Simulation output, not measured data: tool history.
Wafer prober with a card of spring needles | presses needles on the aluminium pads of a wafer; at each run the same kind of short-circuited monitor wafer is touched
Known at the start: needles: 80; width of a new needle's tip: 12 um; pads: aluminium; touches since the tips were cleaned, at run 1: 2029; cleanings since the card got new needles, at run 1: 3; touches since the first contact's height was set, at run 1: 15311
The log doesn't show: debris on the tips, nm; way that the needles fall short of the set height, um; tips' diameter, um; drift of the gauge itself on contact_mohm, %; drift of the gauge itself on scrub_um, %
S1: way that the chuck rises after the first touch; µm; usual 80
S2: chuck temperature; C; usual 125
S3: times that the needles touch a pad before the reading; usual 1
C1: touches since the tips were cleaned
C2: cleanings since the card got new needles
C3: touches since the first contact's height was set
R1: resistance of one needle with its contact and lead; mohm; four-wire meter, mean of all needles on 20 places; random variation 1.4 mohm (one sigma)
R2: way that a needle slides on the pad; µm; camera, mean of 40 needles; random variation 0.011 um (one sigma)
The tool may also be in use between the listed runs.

run   hour  S1   S2  S3    C1  C2      C3   R1     R2
  1      0  80  125   1  2029   3   15311  123  12.22
       7.7  -- tips cleaned on abrasive film
      23.6  -- tips cleaned on abrasive film
      38.9  -- tips cleaned on abrasive film
  2   38.9  80  125   1     0   6   25343  121  12.21
      55.5  -- tips cleaned on abrasive film
  3   60.9  80  125   2  1415   7   31048  122  12.19
      72.8  -- tips cleaned on abrasive film
      90.3  -- tips cleaned on abrasive film
  4  104.6  80  125   1  3713   9   42346  121   12.2
     108.4  -- tips cleaned on abrasive film
     125.9  -- tips cleaned on abrasive film
     143.9  -- tips cleaned on abrasive film
  5  152.8  80  125   1  2312  12   54812  121  12.22
     160.1  -- tips cleaned on abrasive film
  6  173.2  80  125   1  3423  13   60100  121  12.21
     176.3  -- tips cleaned on abrasive film
     192.6  -- tips cleaned on abrasive film
  7  206.1  80  125   1  3496  15   68592  123  12.21
     208.2  -- tips cleaned on abrasive film
     224.8  -- tips cleaned on abrasive film
     241.8  -- tips cleaned on abrasive film
  8  245.5  80  125   1   960  18   78751  121   12.2
       257  -- tips cleaned on abrasive film
  9    269  80   93   1  3109  19   84837  117   12.2
     274.8  -- tips cleaned on abrasive film
     290.2  -- tips cleaned on abrasive film
 10  299.7  80   93   1  2466  21   92787  117  12.22
       307  -- tips cleaned on abrasive film
 11  320.7  80   93   2  3574  22   98226  116  12.21
     323.9  -- tips cleaned on abrasive film
     341.7  -- tips cleaned on abrasive film
 12  341.9  80   93   2    62  24  103683  117   12.2
     358.2  -- tips cleaned on abrasive film
 13  364.1  80   93   2  1525  25  109414  118  12.22
     377.1  -- tips cleaned on abrasive film
     395.4  -- tips cleaned on abrasive film
     411.4  -- tips cleaned on abrasive film
 14  412.8  80   93   2   358  28  122012  119  12.21
     430.2  -- tips cleaned on abrasive film
 15  440.2  80   93   2  2612  29  129118  118  12.22
       447  -- tips cleaned on abrasive film
     464.7  -- tips cleaned on abrasive film
     482.5  -- tips cleaned on abrasive film
 16  482.5  88  125   2     0  32  140042  121  13.44
       499  -- tips cleaned on abrasive film
 17  509.8  80  111   2  2829  33  147111  119  12.23
     514.9  -- tips cleaned on abrasive film
     530.5  -- tips cleaned on abrasive film
 18  536.8  80  111   2  1638  35  154077  118  12.21
     548.1  -- tips cleaned on abrasive film
     565.2  -- tips cleaned on abrasive film
 19  579.3  80   65   2  3655  37  165069  114  12.21
     581.9  -- tips cleaned on abrasive film
     598.6  -- tips cleaned on abrasive film
       606  -- height of the first contact set anew
       616  -- tips cleaned on abrasive film
 20  619.1  80   65   2   786  40    3358  114   12.2
     632.9  -- tips cleaned on abrasive film
     651.1  -- tips cleaned on abrasive film
 21  655.7  68   37   2  1207  42   12841  111  10.37
     668.8  -- tips cleaned on abrasive film
     686.1  -- tips cleaned on abrasive film
 22  696.2  68   36   2  2616  44   23306  112  10.39
       702  -- tips cleaned on abrasive film
     718.4  -- tips cleaned on abrasive film
       734  -- tips cleaned on abrasive film
 23    734  84  121   1     0  47   33065  119  12.82
       751  -- tips cleaned on abrasive film
       768  -- tips cleaned on abrasive film
 24  769.2  69  125   2   308  49   42159  121  10.56
     783.2  -- tips cleaned on abrasive film
     799.3  -- tips cleaned on abrasive film
 25  804.7  68   40   3  1406  51   51349  113  10.39
     814.7  -- tips cleaned on abrasive film
     831.3  -- tips cleaned on abrasive film
 26  837.1  68  116   3  1515  53   59720  123  10.39
     848.8  -- tips cleaned on abrasive film
     864.8  -- tips cleaned on abrasive film
 27  865.9  80   30   2   286  55   67166  109  12.21
     881.3  -- tips cleaned on abrasive film
     899.3  -- tips cleaned on abrasive film
 28  901.2  85   48   2   499  57   76283  113  12.99
     917.6  -- tips cleaned on abrasive film
 29  926.8  80   25   1  2393  58   82920  109  12.22
     933.7  -- tips cleaned on abrasive film
     949.6  -- tips cleaned on abrasive film
 30  951.1  65  125   3   370  60   89173  123   9.92

Hidden state at the last listed run before each entry between runs and at the first one after, where it differs:
Between runs 1 and 2: tips cleaned on abrasive film (hour 7.7); tips cleaned on abrasive film (hour 23.6); tips cleaned on abrasive film (hour 38.9)
  debris on the tips, nm: 0.3 -> 0
Between runs 2 and 3: tips cleaned on abrasive film (hour 55.5)
  debris on the tips, nm: 0 -> 0.2
Between runs 3 and 4: tips cleaned on abrasive film (hour 72.8); tips cleaned on abrasive film (hour 90.3)
  debris on the tips, nm: 0.2 -> 0.3
Between runs 4 and 5: tips cleaned on abrasive film (hour 108.4); tips cleaned on abrasive film (hour 125.9); tips cleaned on abrasive film (hour 143.9)
  no hidden state differs between the two runs
Between runs 5 and 6: tips cleaned on abrasive film (hour 160.1)
  no hidden state differs between the two runs
Between runs 6 and 7: tips cleaned on abrasive film (hour 176.3); tips cleaned on abrasive film (hour 192.6)
  no hidden state differs between the two runs
Between runs 7 and 8: tips cleaned on abrasive film (hour 208.2); tips cleaned on abrasive film (hour 224.8); tips cleaned on abrasive film (hour 241.8)
  debris on the tips, nm: 0.3 -> 0.1
Between runs 8 and 9: tips cleaned on abrasive film (hour 257)
  debris on the tips, nm: 0.1 -> 0.3
Between runs 9 and 10: tips cleaned on abrasive film (hour 274.8); tips cleaned on abrasive film (hour 290.2)
  no hidden state differs between the two runs
Between runs 10 and 11: tips cleaned on abrasive film (hour 307)
  no hidden state differs between the two runs
Between runs 11 and 12: tips cleaned on abrasive film (hour 323.9); tips cleaned on abrasive film (hour 341.7)
  debris on the tips, nm: 0.3 -> 0.1
Between runs 12 and 13: tips cleaned on abrasive film (hour 358.2)
  debris on the tips, nm: 0.1 -> 0.2
Between runs 13 and 14: tips cleaned on abrasive film (hour 377.1); tips cleaned on abrasive film (hour 395.4); tips cleaned on abrasive film (hour 411.4)
  debris on the tips, nm: 0.2 -> 0.1
Between runs 14 and 15: tips cleaned on abrasive film (hour 430.2)
  debris on the tips, nm: 0.1 -> 0.3
Between runs 15 and 16: tips cleaned on abrasive film (hour 447); tips cleaned on abrasive film (hour 464.7); tips cleaned on abrasive film (hour 482.5)
  debris on the tips, nm: 0.3 -> 0
Between runs 16 and 17: tips cleaned on abrasive film (hour 499)
  debris on the tips, nm: 0 -> 0.3
Between runs 17 and 18: tips cleaned on abrasive film (hour 514.9); tips cleaned on abrasive film (hour 530.5)
  debris on the tips, nm: 0.3 -> 0.2
Between runs 18 and 19: tips cleaned on abrasive film (hour 548.1); tips cleaned on abrasive film (hour 565.2)
  debris on the tips, nm: 0.2 -> 0.4
Between runs 19 and 20: tips cleaned on abrasive film (hour 581.9); tips cleaned on abrasive film (hour 598.6); height of the first contact set anew (hour 606); tips cleaned on abrasive film (hour 616)
  debris on the tips, nm: 0.4 -> 0.1
Between runs 20 and 21: tips cleaned on abrasive film (hour 632.9); tips cleaned on abrasive film (hour 651.1)
  debris on the tips, nm: 0.1 -> 0.2
Between runs 21 and 22: tips cleaned on abrasive film (hour 668.8); tips cleaned on abrasive film (hour 686.1)
  debris on the tips, nm: 0.2 -> 0.3
Between runs 22 and 23: tips cleaned on abrasive film (hour 702); tips cleaned on abrasive film (hour 718.4); tips cleaned on abrasive film (hour 734)
  debris on the tips, nm: 0.3 -> 0
Between runs 23 and 24: tips cleaned on abrasive film (hour 751); tips cleaned on abrasive film (hour 768)
  debris on the tips, nm: 0 -> 0.1
Between runs 24 and 25: tips cleaned on abrasive film (hour 783.2); tips cleaned on abrasive film (hour 799.3)
  debris on the tips, nm: 0.1 -> 0.2
Between runs 25 and 26: tips cleaned on abrasive film (hour 814.7); tips cleaned on abrasive film (hour 831.3)
  no hidden state differs between the two runs
Between runs 26 and 27: tips cleaned on abrasive film (hour 848.8); tips cleaned on abrasive film (hour 864.8)
  debris on the tips, nm: 0.2 -> 0.1
Between runs 27 and 28: tips cleaned on abrasive film (hour 881.3); tips cleaned on abrasive film (hour 899.3)
  no hidden state differs between the two runs
Between runs 28 and 29: tips cleaned on abrasive film (hour 917.6)
  debris on the tips, nm: 0.1 -> 0.3
Between runs 29 and 30: tips cleaned on abrasive film (hour 933.7); tips cleaned on abrasive film (hour 949.6)
  debris on the tips, nm: 0.3 -> 0.1
